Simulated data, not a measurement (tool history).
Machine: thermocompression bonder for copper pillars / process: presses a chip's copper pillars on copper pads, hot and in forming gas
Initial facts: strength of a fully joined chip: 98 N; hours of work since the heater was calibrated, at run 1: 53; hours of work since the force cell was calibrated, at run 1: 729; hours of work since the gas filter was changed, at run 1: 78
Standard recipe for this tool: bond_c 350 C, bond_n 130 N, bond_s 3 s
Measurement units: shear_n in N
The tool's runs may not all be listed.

run   hour  bond_c  bond_n  bond_s  hours of work since the heater was calibrated  hours of work since the force cell was calibrated  hours of work since the gas filter was changed  shear_n
  1      0     350     130       3                                             53                                                729                                              78     59.8
  2   36.7     350     130       3                                             80                                                755                                             105     59.6
  3   95.3     350     130       3                                            122                                                797                                             147     59.7
     113.8  -- forming gas filter changed
  4  127.4     350     130       3                                            144                                                820                                              10     60.4
     168.3  -- force cell calibrated
  5  173.1     350     130       3                                            176                                                  3                                              42     59.7
  6    215     350     130       3                                            206                                                 33                                              72     59.4
  7  279.9     350     130       3                                            253                                                 80                                             118     59.3
     339.3  -- forming gas filter changed
  8  339.3     350     130       3                                            295                                                122                                               0     59.1
  9  399.3     350     130       3                                            338                                                165                                              43     59.8
 10  440.2     350     130       2                                            367                                                195                                              72     52.1
 11  474.7     337     130       2                                            392                                                220                                              97     47.8
 12  524.9     330     115       2                                            428                                                256                                             133     41.1
     565.2  -- forming gas filter changed
 13  590.6     338     130       3                                            475                                                302                                              18     55.9
 14  650.9     338     130       3                                            518                                                346                                              62     55.1
 15  697.5     336      96       3                                            552                                                379                                              95     42.8
 16    737     336      96       3                                            580                                                407                                             123     42.3
 17  766.3     331     143       3                                            601                                                428                                             144     57.2
     791.1  -- forming gas filter changed
 18  825.6     350     157       3                                            643                                                471                                              25     68.1

For each entry between runs, how does the tool's hidden state at the last listed run before it compare with that at the first listed run after it?
In the gap between runs 3 and 4: forming gas filter changed (hour 113.8)
  true temperature of the bond over the reading, C: 0 -> 0.1; oxide that the forming gas leaves, % of the face: 0.81 -> 0.52
In the gap between runs 4 and 5: force cell calibrated (hour 168.3)
  force that reaches the chip, % of what is set: 100.2 -> 100; oxide that the forming gas leaves, % of the face: 0.52 -> 0.59
In the gap between runs 7 and 8: forming gas filter changed (hour 339.3)
  oxide that the forming gas leaves, % of the face: 0.76 -> 0.5
In the gap between runs 12 and 13: forming gas filter changed (hour 565.2)
  true temperature of the bond over the reading, C: 0.1 -> 0.2; oxide that the forming gas leaves, % of the face: 0.78 -> 0.54
In the gap between runs 17 and 18: forming gas filter changed (hour 791.1)
  oxide that the forming gas leaves, % of the face: 0.81 -> 0.56
